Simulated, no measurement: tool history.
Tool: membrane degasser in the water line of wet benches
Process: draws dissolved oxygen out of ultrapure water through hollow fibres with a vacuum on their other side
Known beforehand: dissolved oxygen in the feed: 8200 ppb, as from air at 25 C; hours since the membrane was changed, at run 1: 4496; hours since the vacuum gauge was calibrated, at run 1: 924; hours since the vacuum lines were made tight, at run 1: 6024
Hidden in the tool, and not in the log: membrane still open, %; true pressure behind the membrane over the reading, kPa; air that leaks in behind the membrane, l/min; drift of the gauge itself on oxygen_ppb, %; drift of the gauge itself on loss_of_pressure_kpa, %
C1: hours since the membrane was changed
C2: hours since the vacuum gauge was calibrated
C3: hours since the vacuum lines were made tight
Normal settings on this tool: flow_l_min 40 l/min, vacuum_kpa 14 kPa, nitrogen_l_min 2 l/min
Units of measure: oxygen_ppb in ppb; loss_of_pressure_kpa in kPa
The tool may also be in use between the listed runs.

{"run": 1, "hour": 0.0, "flow_l_min": 40, "vacuum_kpa": 14, "nitrogen_l_min": 2, "C1": 4496, "C2": 924, "C3": 6024, "oxygen_ppb": 464.4, "loss_of_pressure_kpa": 31.9}
{"run": 2, "hour": 131.4, "flow_l_min": 40, "vacuum_kpa": 14, "nitrogen_l_min": 2, "C1": 4627, "C2": 1056, "C3": 6156, "oxygen_ppb": 468.1, "loss_of_pressure_kpa": 31.93}
{"run": 3, "hour": 288.9, "flow_l_min": 40, "vacuum_kpa": 26.4, "nitrogen_l_min": 2, "C1": 4785, "C2": 1213, "C3": 6313, "oxygen_ppb": 946.3, "loss_of_pressure_kpa": 31.78}
{"run": 4, "hour": 388.7, "flow_l_min": 40, "vacuum_kpa": 14, "nitrogen_l_min": 2, "C1": 4884, "C2": 1313, "C3": 6413, "oxygen_ppb": 467.8, "loss_of_pressure_kpa": 31.6}
{"run": 5, "hour": 496.6, "flow_l_min": 40, "vacuum_kpa": 14, "nitrogen_l_min": 2, "C1": 4992, "C2": 1421, "C3": 6521, "oxygen_ppb": 467.5, "loss_of_pressure_kpa": 31.6}
{"run": 6, "hour": 578.6, "flow_l_min": 40, "vacuum_kpa": 9.1, "nitrogen_l_min": 2, "C1": 5074, "C2": 1503, "C3": 6603, "oxygen_ppb": 270.1, "loss_of_pressure_kpa": 31.83}
{"run": 7, "hour": 710.2, "flow_l_min": 40, "vacuum_kpa": 9.1, "nitrogen_l_min": 2, "C1": 5206, "C2": 1635, "C3": 6734, "oxygen_ppb": 270.1, "loss_of_pressure_kpa": 32.08}
{"run": 8, "hour": 836.1, "flow_l_min": 40, "vacuum_kpa": 10.3, "nitrogen_l_min": 2, "C1": 5332, "C2": 1760, "C3": 6860, "oxygen_ppb": 319.5, "loss_of_pressure_kpa": 32.02}
{"run": 9, "hour": 917.3, "flow_l_min": 40, "vacuum_kpa": 10.3, "nitrogen_l_min": 2, "C1": 5413, "C2": 1842, "C3": 6942, "oxygen_ppb": 321.4, "loss_of_pressure_kpa": 32.02}
{"run": 10, "hour": 1007.5, "flow_l_min": 40, "vacuum_kpa": 14, "nitrogen_l_min": 2, "C1": 5503, "C2": 1932, "C3": 7032, "oxygen_ppb": 470, "loss_of_pressure_kpa": 32.01}
{"run": 11, "hour": 1156.3, "flow_l_min": 40, "vacuum_kpa": 14, "nitrogen_l_min": 2, "C1": 5652, "C2": 2081, "C3": 7181, "oxygen_ppb": 466.4, "loss_of_pressure_kpa": 32.01}
{"run": 12, "hour": 1294.6, "flow_l_min": 40, "vacuum_kpa": 12.5, "nitrogen_l_min": 2, "C1": 5790, "C2": 2219, "C3": 7319, "oxygen_ppb": 411.2, "loss_of_pressure_kpa": 31.95}
{"run": 13, "hour": 1394.7, "flow_l_min": 40, "vacuum_kpa": 12.5, "nitrogen_l_min": 2, "C1": 5890, "C2": 2319, "C3": 7419, "oxygen_ppb": 412.2, "loss_of_pressure_kpa": 32.17}
{"run": 14, "hour": 1496.1, "flow_l_min": 40, "vacuum_kpa": 12.5, "nitrogen_l_min": 2, "C1": 5992, "C2": 2420, "C3": 7520, "oxygen_ppb": 413.8, "loss_of_pressure_kpa": 32.08}
{"run": 15, "hour": 1607.0, "flow_l_min": 40, "vacuum_kpa": 8.7, "nitrogen_l_min": 2, "C1": 6103, "C2": 2531, "C3": 7631, "oxygen_ppb": 253.1, "loss_of_pressure_kpa": 32.28}
{"run": 16, "hour": 1718.2, "flow_l_min": 40, "vacuum_kpa": 8.7, "nitrogen_l_min": 2, "C1": 6214, "C2": 2643, "C3": 7743, "oxygen_ppb": 255.2, "loss_of_pressure_kpa": 31.99}
{"run": 17, "hour": 1858.9, "flow_l_min": 40, "vacuum_kpa": 8.7, "nitrogen_l_min": 2, "C1": 6355, "C2": 2783, "C3": 7883, "oxygen_ppb": 254.2, "loss_of_pressure_kpa": 32.36}
{"hour": 1874.0, "done": "vacuum gauge calibrated"}
{"run": 18, "hour": 1972.4, "flow_l_min": 40, "vacuum_kpa": 8.7, "nitrogen_l_min": 2, "C1": 6468, "C2": 98, "C3": 7996, "oxygen_ppb": 258.9, "loss_of_pressure_kpa": 32.58}
{"hour": 2101.3, "done": "vacuum gauge calibrated, once more"}
{"run": 19, "hour": 2116.5, "flow_l_min": 40, "vacuum_kpa": 14, "nitrogen_l_min": 2.69, "C1": 6611, "C2": 15, "C3": 8140, "oxygen_ppb": 363.5, "loss_of_pressure_kpa": 32.2}
{"run": 20, "hour": 2273.8, "flow_l_min": 32, "vacuum_kpa": 25.5, "nitrogen_l_min": 2, "C1": 6769, "C2": 173, "C3": 8297, "oxygen_ppb": 758.5, "loss_of_pressure_kpa": 25.64}
{"hour": 2312.7, "done": "seals of the vacuum lines changed"}
{"run": 21, "hour": 2375.6, "flow_l_min": 32, "vacuum_kpa": 25.5, "nitrogen_l_min": 2, "C1": 6868, "C2": 272, "C3": 63, "oxygen_ppb": 760.7, "loss_of_pressure_kpa": 25.99}
{"run": 22, "hour": 2505.9, "flow_l_min": 32, "vacuum_kpa": 25.5, "nitrogen_l_min": 2, "C1": 6999, "C2": 403, "C3": 193, "oxygen_ppb": 747.1, "loss_of_pressure_kpa": 26}
{"run": 23, "hour": 2611.1, "flow_l_min": 29, "vacuum_kpa": 18.6, "nitrogen_l_min": 1.95, "C1": 7104, "C2": 508, "C3": 298, "oxygen_ppb": 505.1, "loss_of_pressure_kpa": 23.71}
{"run": 24, "hour": 2719.0, "flow_l_min": 25, "vacuum_kpa": 18.6, "nitrogen_l_min": 1.07, "C1": 7212, "C2": 616, "C3": 406, "oxygen_ppb": 721.7, "loss_of_pressure_kpa": 19.99}
{"run": 25, "hour": 2788.7, "flow_l_min": 25, "vacuum_kpa": 18.6, "nitrogen_l_min": 1.07, "C1": 7281, "C2": 685, "C3": 476, "oxygen_ppb": 738, "loss_of_pressure_kpa": 19.98}
{"run": 26, "hour": 2947.6, "flow_l_min": 26, "vacuum_kpa": 8.6, "nitrogen_l_min": 0.97, "C1": 7440, "C2": 844, "C3": 635, "oxygen_ppb": 306.6, "loss_of_pressure_kpa": 21.04}
{"run": 27, "hour": 3071.4, "flow_l_min": 37, "vacuum_kpa": 21.4, "nitrogen_l_min": 0.84, "C1": 7564, "C2": 968, "C3": 759, "oxygen_ppb": 1377.6, "loss_of_pressure_kpa": 29.64}
{"run": 28, "hour": 3145.3, "flow_l_min": 37, "vacuum_kpa": 13.7, "nitrogen_l_min": 1.4, "C1": 7638, "C2": 1042, "C3": 833, "oxygen_ppb": 568.2, "loss_of_pressure_kpa": 30.14}
{"run": 29, "hour": 3301.6, "flow_l_min": 63, "vacuum_kpa": 13.2, "nitrogen_l_min": 0.81, "C1": 7794, "C2": 1198, "C3": 989, "oxygen_ppb": 1220.4, "loss_of_pressure_kpa": 51.22}
{"run": 30, "hour": 3438.6, "flow_l_min": 63, "vacuum_kpa": 13.2, "nitrogen_l_min": 0.81, "C1": 7931, "C2": 1335, "C3": 1126, "oxygen_ppb": 1231.6, "loss_of_pressure_kpa": 51.28}

4 options for the next run, each taken on its own from the tool as it stands now. Forecast them:
{"run": "A", "hour": 3548.2, "flow_l_min": 28, "vacuum_kpa": 11.7, "nitrogen_l_min": 1.29, "C1": 8041, "C2": 1445, "C3": 1236, "oxygen_ppb": "?", "loss_of_pressure_kpa": "?"}
{"run": "B", "hour": 3548.2, "flow_l_min": 25, "vacuum_kpa": 10.4, "nitrogen_l_min": 2, "C1": 8041, "C2": 1445, "C3": 1236, "oxygen_ppb": "?", "loss_of_pressure_kpa": "?"}
{"run": "C", "hour": 3548.2, "flow_l_min": 26, "vacuum_kpa": 30.1, "nitrogen_l_min": 5.57, "C1": 8041, "C2": 1445, "C3": 1236, "oxygen_ppb": "?", "loss_of_pressure_kpa": "?"}
{"run": "D", "hour": 3548.2, "flow_l_min": 40, "vacuum_kpa": 13.4, "nitrogen_l_min": 2, "C1": 8041, "C2": 1445, "C3": 1236, "oxygen_ppb": "?", "loss_of_pressure_kpa": "?"}

run=A oxygen_ppb=395.9 loss_of_pressure_kpa=22.62
run=B oxygen_ppb=211.8 loss_of_pressure_kpa=20.43
run=C oxygen_ppb=297.4 loss_of_pressure_kpa=21.51
run=D oxygen_ppb=446.2 loss_of_pressure_kpa=32.49
Without the tool's unlogged condition, the same runs would have read:
run=A oxygen_ppb=390.5 loss_of_pressure_kpa=21.34
run=B oxygen_ppb=208.1 loss_of_pressure_kpa=19.28
run=C oxygen_ppb=294.6 loss_of_pressure_kpa=20.33
run=D oxygen_ppb=438.4 loss_of_pressure_kpa=30.66
